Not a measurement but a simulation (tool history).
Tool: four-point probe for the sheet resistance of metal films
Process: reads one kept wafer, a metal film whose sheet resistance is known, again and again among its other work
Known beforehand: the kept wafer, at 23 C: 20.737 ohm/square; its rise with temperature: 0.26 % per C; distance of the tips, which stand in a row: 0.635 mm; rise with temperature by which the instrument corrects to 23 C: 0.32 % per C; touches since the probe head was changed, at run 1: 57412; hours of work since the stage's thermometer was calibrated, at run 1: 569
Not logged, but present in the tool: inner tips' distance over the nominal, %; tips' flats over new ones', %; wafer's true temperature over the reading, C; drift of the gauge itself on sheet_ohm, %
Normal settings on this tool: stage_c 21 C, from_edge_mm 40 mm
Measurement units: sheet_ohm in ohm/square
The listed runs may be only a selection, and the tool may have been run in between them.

run,day,stage_c,from_edge_mm,touches since the probe head was changed,hours of work since the stage's thermometer was calibrated,sheet_ohm
1,0,21,40,57412,569,20.751034
2,0.579,21,40,58114,578,20.739672
3,1.358,21,40,59057,591,20.745785
4,2.208,21,40,60083,605,20.740334
5,3.038,21,40,61085,618,20.742145
6,3.654,21,40,61834,628,20.745697
7,4.333,21,21,62655,639,20.754654
8,5.083,19,21,63563,651,20.763702
9,5.612,19,21,64203,660,20.769885
10,6.588,19,21,65380,675,20.767415
11,7.458,19,17,66437,689,20.769392
12,8.292,19,17,67444,703,20.771721
13,8.729,21,41,67973,710,20.731673
14,9.417,21,28,68807,721,20.732453
15,10.188,21,28,69736,733,20.729782
16,11.021,21,28,70743,747,20.7267
17,11.575,18,8,71414,756,20.833
18,12.383,31,33,72394,769,20.610142
19,13.046,19,56,73192,780,20.739068
20,13.542,19,56,73796,788,20.745318
21,14.092,19,56,74459,797,20.744719
22,14.717,23,40,75217,807,20.684513
23,15.312,26,14,75935,816,20.676131
24,15.842,26,14,76579,825,20.673071
25,16.425,27,5,77284,834,20.818732
26,17.1,22,40,78101,845,20.709303
27,18.071,21,43,79275,861,20.709778
28,18.571,35,9,79879,869,20.601838
29,19.325,19,70,80790,881,20.732806
30,19.846,27,48,81423,889,20.635809
31,20.779,28,28,82549,904,20.631818
32,21.754,28,28,83730,920,20.625329

5 options for the next run, each taken on its own from the tool as it stands now. Forecast them:
A,22.458,33,28,84580,932,?
B,22.458,28,12,84580,932,?
C,22.458,18,10,84580,932,?
D,22.458,28,4,84580,932,?
E,22.458,18,60,84580,932,?

run,sheet_ohm
A,20.574142
B,20.646986
C,20.776098
D,20.894001
E,20.741292
Stripped of hidden state, with their random variation kept, the same runs would have yielded:
run,sheet_ohm
A,20.635062
B,20.707986
C,20.837207
D,20.955665
E,20.802311

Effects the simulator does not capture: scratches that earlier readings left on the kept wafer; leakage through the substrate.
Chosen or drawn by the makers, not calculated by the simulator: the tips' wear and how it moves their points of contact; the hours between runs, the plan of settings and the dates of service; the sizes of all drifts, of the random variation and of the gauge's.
